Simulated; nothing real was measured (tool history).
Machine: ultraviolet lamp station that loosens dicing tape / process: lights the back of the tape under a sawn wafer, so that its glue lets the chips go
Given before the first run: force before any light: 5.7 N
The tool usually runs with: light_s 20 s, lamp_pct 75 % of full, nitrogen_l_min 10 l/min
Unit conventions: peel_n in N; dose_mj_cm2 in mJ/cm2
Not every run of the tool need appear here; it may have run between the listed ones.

run	hour	light_s	lamp_pct	nitrogen_l_min	peel_n	dose_mj_cm2
1	0.0	20	75	10	0.531	383
2	33.2	20	75	10	0.537	385
3	58.5	20	75	10	0.544	385
4	84.2	20	75	10	0.524	383
# hour 91.0: window cleaned of glue's vapour
5	123.9	20	75	7	0.649	384
6	169.8	20	75	10	0.534	382
7	205.7	20	75	10	0.528	386
8	229.4	20	75	5	0.761	384
9	272.7	20	75	5	0.773	386
10	315.3	20	75	5	0.804	385
11	342.2	20	75	5	0.780	384
12	384.8	20	75	3	1.019	387
13	417.7	20	75	4	0.899	389
14	446.3	11	85	10	1.175	235
15	467.4	27	75	11	0.310	517
16	503.3	27	75	11	0.314	515
17	537.9	27	75	11	0.300	517
18	566.7	25	88	10	0.282	564

Estimate the outcome of run 19 from the log above:
# hour 601.1: window cleaned of glue's vapour
19	614.7	25	88	10	?	?

Run 19 came out at peel_n 0.282 N, dose_mj_cm2 561 mJ/cm2.
The same run, on a tool lacking any hidden state, would have yielded peel_n 0.281 N, dose_mj_cm2 562 mJ/cm2.
